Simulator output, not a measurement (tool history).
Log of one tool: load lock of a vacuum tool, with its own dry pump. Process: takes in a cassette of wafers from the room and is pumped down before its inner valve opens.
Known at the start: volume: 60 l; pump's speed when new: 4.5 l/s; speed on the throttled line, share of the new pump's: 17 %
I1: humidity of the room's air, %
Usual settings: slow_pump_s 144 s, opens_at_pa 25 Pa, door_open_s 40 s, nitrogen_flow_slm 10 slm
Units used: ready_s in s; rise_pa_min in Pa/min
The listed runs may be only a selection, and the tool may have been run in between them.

Run 1, hour 0: usual settings; I1 45.5. Result: ready_s 230.8 s, rise_pa_min 0.039 Pa/min.
Run 2, hour 79.7: usual settings but nitrogen_flow_slm 5 slm; I1 44.2. Result: ready_s 229.6 s, rise_pa_min 0.043 Pa/min.
Run 3, hour 147.7: usual settings; I1 44.4. Result: ready_s 231.2 s, rise_pa_min 0.043 Pa/min.
Run 4, hour 214.3: usual settings; I1 46.6. Result: ready_s 231.3 s, rise_pa_min 0.043 Pa/min.
Run 5, hour 279.4: usual settings but door_open_s 46 s; I1 47.3. Result: ready_s 231.1 s, rise_pa_min 0.042 Pa/min.
Run 6, hour 380.5: usual settings but door_open_s 46 s; I1 44.4. Result: ready_s 232.2 s, rise_pa_min 0.037 Pa/min.
Run 7, hour 468.2: usual settings; I1 48. Result: ready_s 231.2 s, rise_pa_min 0.047 Pa/min.
Run 8, hour 562.3: usual settings; I1 45.6. Result: ready_s 231 s, rise_pa_min 0.042 Pa/min.
Run 9, hour 666.6: usual settings but slow_pump_s 214 s, opens_at_pa 37 Pa, door_open_s 239 s, nitrogen_flow_slm 29 slm; I1 46.8. Result: ready_s 283.4 s, rise_pa_min 0.058 Pa/min.
Run 10, hour 765.6: usual settings but slow_pump_s 263 s, opens_at_pa 24 Pa, door_open_s 50 s, nitrogen_flow_slm 27 slm; I1 43.4. Result: ready_s 329.4 s, rise_pa_min 0.035 Pa/min.
Run 11, hour 849.4: usual settings but door_open_s 56 s; I1 43.8. Result: ready_s 230.9 s, rise_pa_min 0.052 Pa/min.

Forecast run 12:
Run 12, hour 951.4: usual settings but opens_at_pa 34 Pa, door_open_s 90 s, nitrogen_flow_slm 27 slm; I1 46.5. Result: ready_s ?, rise_pa_min ?.

Run 12 gave ready_s 226.3 s, rise_pa_min 0.044 Pa/min.
Without the tool's hidden state the same run would have given ready_s 225.6 s, rise_pa_min 0.029 Pa/min.
